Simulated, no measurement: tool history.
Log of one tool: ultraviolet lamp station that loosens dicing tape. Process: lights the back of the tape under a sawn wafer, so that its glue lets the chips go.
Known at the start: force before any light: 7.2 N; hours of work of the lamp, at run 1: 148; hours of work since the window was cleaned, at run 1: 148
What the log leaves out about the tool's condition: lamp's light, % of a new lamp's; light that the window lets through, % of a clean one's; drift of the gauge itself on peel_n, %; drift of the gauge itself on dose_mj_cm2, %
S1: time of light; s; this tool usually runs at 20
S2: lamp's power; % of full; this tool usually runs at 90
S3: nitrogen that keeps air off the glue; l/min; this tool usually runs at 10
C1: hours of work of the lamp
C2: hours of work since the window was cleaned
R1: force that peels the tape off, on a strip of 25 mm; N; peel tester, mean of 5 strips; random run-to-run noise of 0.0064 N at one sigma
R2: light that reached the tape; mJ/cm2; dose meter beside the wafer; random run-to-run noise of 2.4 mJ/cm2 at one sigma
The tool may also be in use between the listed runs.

{"run": 1, "hour": 0.0, "S1": 20, "S2": 90, "S3": 10, "C1": 148, "C2": 148, "R1": 0.23, "R2": 227}
{"run": 2, "hour": 10.8, "S1": 20, "S2": 90, "S3": 10, "C1": 155, "C2": 155, "R1": 0.212, "R2": 225}
{"run": 3, "hour": 22.1, "S1": 20, "S2": 88, "S3": 10, "C1": 162, "C2": 162, "R1": 0.228, "R2": 223}
{"run": 4, "hour": 29.4, "S1": 20, "S2": 88, "S3": 10, "C1": 166, "C2": 166, "R1": 0.234, "R2": 222}
{"run": 5, "hour": 44.5, "S1": 20, "S2": 88, "S3": 10, "C1": 175, "C2": 175, "R1": 0.232, "R2": 218}
{"run": 6, "hour": 60.6, "S1": 20, "S2": 88, "S3": 10, "C1": 185, "C2": 185, "R1": 0.225, "R2": 215}
{"run": 7, "hour": 74.7, "S1": 20, "S2": 90, "S3": 10, "C1": 193, "C2": 193, "R1": 0.222, "R2": 222}
{"run": 8, "hour": 90.3, "S1": 20, "S2": 90, "S3": 10, "C1": 203, "C2": 203, "R1": 0.216, "R2": 217}
{"run": 9, "hour": 101.8, "S1": 20, "S2": 90, "S3": 10, "C1": 209, "C2": 209, "R1": 0.224, "R2": 222}
{"run": 10, "hour": 116.5, "S1": 20, "S2": 90, "S3": 10, "C1": 218, "C2": 218, "R1": 0.23, "R2": 221}
{"run": 11, "hour": 124.2, "S1": 20, "S2": 90, "S3": 10, "C1": 223, "C2": 223, "R1": 0.22, "R2": 216}
{"run": 12, "hour": 136.0, "S1": 20, "S2": 90, "S3": 3, "C1": 230, "C2": 230, "R1": 0.493, "R2": 218}
{"run": 13, "hour": 151.6, "S1": 12, "S2": 61, "S3": 16, "C1": 239, "C2": 239, "R1": 0.952, "R2": 87}
{"run": 14, "hour": 164.5, "S1": 27, "S2": 98, "S3": 10, "C1": 247, "C2": 247, "R1": 0.18, "R2": 319}
{"run": 15, "hour": 181.3, "S1": 27, "S2": 98, "S3": 10, "C1": 257, "C2": 257, "R1": 0.174, "R2": 319}
{"run": 16, "hour": 195.7, "S1": 20, "S2": 90, "S3": 11, "C1": 266, "C2": 266, "R1": 0.217, "R2": 212}
{"run": 17, "hour": 203.8, "S1": 20, "S2": 90, "S3": 11, "C1": 271, "C2": 271, "R1": 0.229, "R2": 212}
{"run": 18, "hour": 212.8, "S1": 15, "S2": 96, "S3": 10, "C1": 276, "C2": 276, "R1": 0.358, "R2": 170}
{"run": 19, "hour": 222.7, "S1": 11, "S2": 83, "S3": 3, "C1": 282, "C2": 282, "R1": 1.674, "R2": 104}
{"run": 20, "hour": 235.5, "S1": 11, "S2": 64, "S3": 8, "C1": 290, "C2": 290, "R1": 1.524, "R2": 78}
{"run": 21, "hour": 249.3, "S1": 11, "S2": 64, "S3": 5, "C1": 298, "C2": 298, "R1": 1.9, "R2": 79}

Forecast each of these 4 alternatives for the next run:
{"run": "A", "hour": 264.0, "S1": 19, "S2": 80, "S3": 3, "C1": 307, "C2": 307, "R1": "?", "R2": "?"}
{"run": "B", "hour": 264.0, "S1": 34, "S2": 64, "S3": 5, "C1": 307, "C2": 307, "R1": "?", "R2": "?"}
{"run": "C", "hour": 264.0, "S1": 39, "S2": 62, "S3": 11, "C1": 307, "C2": 307, "R1": "?", "R2": "?"}
{"run": "D", "hour": 264.0, "S1": 14, "S2": 64, "S3": 5, "C1": 307, "C2": 307, "R1": "?", "R2": "?"}

run=A R1=0.753 R2=177
run=B R1=0.259 R2=247
run=C R1=0.187 R2=278
run=D R1=1.419 R2=99
With the hidden condition removed and each run's random variation left untouched, the same runs would have given:
run=A R1=0.529 R2=210
run=B R1=0.204 R2=296
run=C R1=0.177 R2=333
run=D R1=1.060 R2=119
